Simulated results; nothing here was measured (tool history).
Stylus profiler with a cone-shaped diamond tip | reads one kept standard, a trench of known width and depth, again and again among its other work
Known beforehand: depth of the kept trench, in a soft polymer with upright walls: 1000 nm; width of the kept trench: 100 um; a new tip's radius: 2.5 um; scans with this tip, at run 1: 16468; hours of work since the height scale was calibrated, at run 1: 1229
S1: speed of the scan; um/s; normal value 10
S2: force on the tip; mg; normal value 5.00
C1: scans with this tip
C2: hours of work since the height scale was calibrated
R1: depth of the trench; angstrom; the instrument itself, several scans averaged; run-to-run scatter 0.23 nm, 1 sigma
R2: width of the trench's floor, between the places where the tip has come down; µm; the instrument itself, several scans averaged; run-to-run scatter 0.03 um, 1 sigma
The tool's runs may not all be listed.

run	day	S1	S2	C1	C2	R1	R2
1	0.000	10	5.00	16468	1229	10212.6	94.51
2	0.433	27	5.00	16560	1236	10211.1	94.46
3	1.000	27	5.00	16680	1245	10208.6	94.42
4	1.375	27	5.00	16760	1250	10212.0	94.41
5	1.817	10	5.00	16853	1257	10211.1	94.44
6	2.433	10	5.00	16984	1267	10207.5	94.46
7	2.871	10	5.00	17076	1274	10208.5	94.42
8	3.283	10	5.00	17164	1281	10211.3	94.38
9	3.771	10	5.39	17267	1288	10223.9	94.44
10	4.138	10	5.39	17345	1294	10222.2	94.41
11	4.546	8	5.39	17431	1301	10222.9	94.44
12	5.129	30	5.00	17555	1310	10206.9	94.34
13	5.496	30	5.00	17633	1316	10211.0	94.33
14	6.150	30	7.62	17771	1326	10291.9	94.33
15	6.692	10	7.62	17886	1335	10293.0	94.37
16	7.075	17	5.00	17967	1341	10203.2	94.32
17	7.738	17	5.00	18107	1351	10210.1	94.34
18	8.188	10	5.00	18203	1358	10207.2	94.37
19	8.558	10	1.91	18281	1364	10078.4	94.35
20	8.904	10	1.91	18354	1369	10084.0	94.33
21	9.254	10	1.91	18428	1375	10083.0	94.34
22	9.738	12	5.00	18530	1383	10203.4	94.31
23	10.175	10	5.00	18624	1390	10201.8	94.35
24	10.754	10	5.00	18746	1399	10203.9	94.31
25	11.133	24	11.61	18827	1405	10402.7	94.27
26	11.675	24	11.61	18941	1413	10405.1	94.26
27	12.308	2	11.61	19075	1423	10399.7	94.26

Predict the results of run 28:
28	12.788	10	10.79	19177	1431	?	?

Run 28 measured R1 10381.5 angstrom, R2 94.33 µm.
Minus the tool's unlogged condition, the same run would have read R1 10441.7 angstrom, R2 96.03 µm.
